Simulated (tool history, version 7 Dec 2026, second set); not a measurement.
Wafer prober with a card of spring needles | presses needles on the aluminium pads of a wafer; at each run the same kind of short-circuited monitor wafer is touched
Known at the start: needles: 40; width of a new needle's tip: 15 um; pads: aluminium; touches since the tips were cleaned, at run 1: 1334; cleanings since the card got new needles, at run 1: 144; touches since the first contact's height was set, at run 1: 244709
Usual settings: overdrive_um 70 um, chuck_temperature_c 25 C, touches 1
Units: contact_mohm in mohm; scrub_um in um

run,day,overdrive_um,chuck_temperature_c,touches,touches since the tips were cleaned,cleanings since the card got new needles,touches since the first contact's height was set,contact_mohm,scrub_um
1,0,70,25,1,1334,144,244709,147,10.5
# day 0.054: tips cleaned on abrasive film
# day 0.267: tips cleaned on abrasive film
# day 0.475: tips cleaned on abrasive film
# day 0.592: height of the first contact set anew
# day 0.696: tips cleaned on abrasive film
# day 0.958: tips cleaned on abrasive film
2,1.079,70,25,1,904,149,3641,140,11.3
# day 1.183: tips cleaned on abrasive film
# day 1.446: tips cleaned on abrasive film
3,1.625,70,25,1,1367,151,7739,145,11.35
# day 1.679: tips cleaned on abrasive film
# day 1.938: tips cleaned on abrasive film
# day 2.196: tips cleaned on abrasive film
4,2.283,70,25,2,667,154,12665,132,11.32
# day 2.442: tips cleaned on abrasive film
# day 2.654: tips cleaned on abrasive film
5,2.762,70,25,1,827,156,16230,136,11.36
# day 2.871: tips cleaned on abrasive film
# day 3.079: tips cleaned on abrasive film
6,3.246,70,25,2,1257,158,19838,136,11.36
# day 3.292: tips cleaned on abrasive film
# day 3.554: tips cleaned on abrasive film
# day 3.808: tips cleaned on abrasive film
7,3.921,70,25,2,860,161,24888,136,11.23
# day 4.025: tips cleaned on abrasive film
# day 4.238: tips cleaned on abrasive film
# day 4.496: tips cleaned on abrasive film
# day 4.758: tips cleaned on abrasive film
8,4.933,70,25,1,1322,165,32456,146,11.28
# day 4.988: tips cleaned on abrasive film
# day 5.196: tips cleaned on abrasive film
# day 5.458: tips cleaned on abrasive film, once more
9,5.483,70,49,1,197,168,36562,134,11.12
# day 5.692: tips cleaned on abrasive film
# day 5.95: tips cleaned on abrasive film
10,6.021,70,49,1,520,170,40576,138,11.24
# day 6.175: tips cleaned on abrasive film
# day 6.388: tips cleaned on abrasive film
# day 6.596: tips cleaned on abrasive film
# day 6.804: tips cleaned on abrasive film
# day 7.067: tips cleaned on abrasive film
11,7.146,62,25,1,612,175,48993,144,9.87
# day 7.304: tips cleaned on abrasive film
# day 7.517: tips cleaned on abrasive film
# day 7.725: tips cleaned on abrasive film
# day 7.975: tips cleaned on abrasive film
12,7.975,57,25,1,0,179,55161,128,9.04
# day 8.229: tips cleaned on abrasive film
# day 8.492: tips cleaned on abrasive film
# day 8.7: tips cleaned on abrasive film
13,8.721,57,25,1,162,182,60750,138,9.12
# day 8.933: tips cleaned on abrasive film
# day 9.142: tips cleaned on abrasive film
# day 9.396: tips cleaned on abrasive film
# day 9.654: tips cleaned on abrasive film
14,9.821,57,25,1,1291,186,68993,157,9.07
# day 9.879: tips cleaned on abrasive film
# day 10.138: tips cleaned on abrasive film
# day 10.35: tips cleaned on abrasive film
15,10.488,89,32,2,1070,189,73974,131,14.16
# day 10.596: tips cleaned on abrasive film
# day 10.854: tips cleaned on abrasive film
16,11.038,89,32,2,1393,191,78070,133,14.2
# day 11.092: tips cleaned on abrasive film
# day 11.35: tips cleaned on abrasive film
# day 11.608: tips cleaned on abrasive film
# day 11.867: tips cleaned on abrasive film
17,12.042,52,32,3,1331,195,85597,147,8.15
# day 12.096: tips cleaned on abrasive film
# day 12.308: tips cleaned on abrasive film
# day 12.517: tips cleaned on abrasive film
18,12.642,52,32,3,951,198,90068,141,8.09
# day 12.75: tips cleaned on abrasive film
# day 12.958: tips cleaned on abrasive film
# day 13.212: tips cleaned on abrasive film
# day 13.425: tips cleaned on abrasive film
# day 13.633: tips cleaned on abrasive film
19,13.762,52,32,3,979,203,98431,142,8.11
# day 13.871: tips cleaned on abrasive film
# day 14.079: tips cleaned on abrasive film
# day 14.288: tips cleaned on abrasive film
20,14.404,52,42,3,892,206,103233,143,8.08
# day 14.512: tips cleaned on abrasive film
# day 14.767: tips cleaned on abrasive film
# day 15.025: tips cleaned on abrasive film
# day 15.233: tips cleaned on abrasive film
# day 15.446: tips cleaned on abrasive film
21,15.533,72,40,2,677,211,111653,131,11.21
# day 15.692: tips cleaned on abrasive film
# day 15.95: tips cleaned on abrasive film
# day 16.2: tips cleaned on abrasive film
22,16.2,51,54,2,0,214,116624,138,7.79
# day 16.458: tips cleaned on abrasive film
# day 16.717: tips cleaned on abrasive film
# day 16.929: tips cleaned on abrasive film
23,17.025,74,105,1,752,217,122818,149,11.51
# day 17.183: tips cleaned on abrasive film
# day 17.446: tips cleaned on abrasive film
# day 17.654: tips cleaned on abrasive film
24,17.846,74,105,1,1449,220,128960,157,11.54
# day 17.9: tips cleaned on abrasive film
# day 18.112: tips cleaned on abrasive film
# day 18.367: tips cleaned on abrasive film
# day 18.579: tips cleaned on abrasive film
25,18.746,53,34,1,1277,224,135680,174,8.07
# day 18.8: tips cleaned on abrasive film
# day 19.062: tips cleaned on abrasive film
# day 19.325: tips cleaned on abrasive film
# day 19.533: tips cleaned on abrasive film
# day 19.742: tips cleaned on abrasive film
26,19.892,51,64,2,1139,229,144246,165,7.76
# day 20: tips cleaned on abrasive film
# day 20.208: tips cleaned on abrasive film
27,20.379,63,28,2,1273,231,147865,144,9.68
# day 20.433: tips cleaned on abrasive film
# day 20.696: tips cleaned on abrasive film
# day 20.904: tips cleaned on abrasive film
# day 21.167: tips cleaned on abrasive film
28,21.333,61,42,1,1271,235,155001,164,9.4

The same runs without the tool's hidden state, with the same run-to-run variation:
The hidden state here: debris on the tips, nm; way that the needles fall short of the set height, um; tips' diameter, um; drift of the gauge itself on contact_mohm, %; drift of the gauge itself on scrub_um, %.
run,contact_mohm,scrub_um
1,124,11.47
2,124,11.32
3,123,11.38
4,124,11.37
5,122,11.42
6,122,11.43
7,125,11.32
8,123,11.41
9,126,11.26
10,125,11.4
11,126,10.06
12,123,9.25
13,126,9.35
14,125,9.33
15,123,14.44
16,122,14.5
17,130,8.47
18,127,8.44
19,127,8.49
20,128,8.47
21,122,11.63
22,131,8.24
23,133,11.98
24,134,12.03
25,128,8.59
26,137,8.32
27,124,10.26
28,128,10
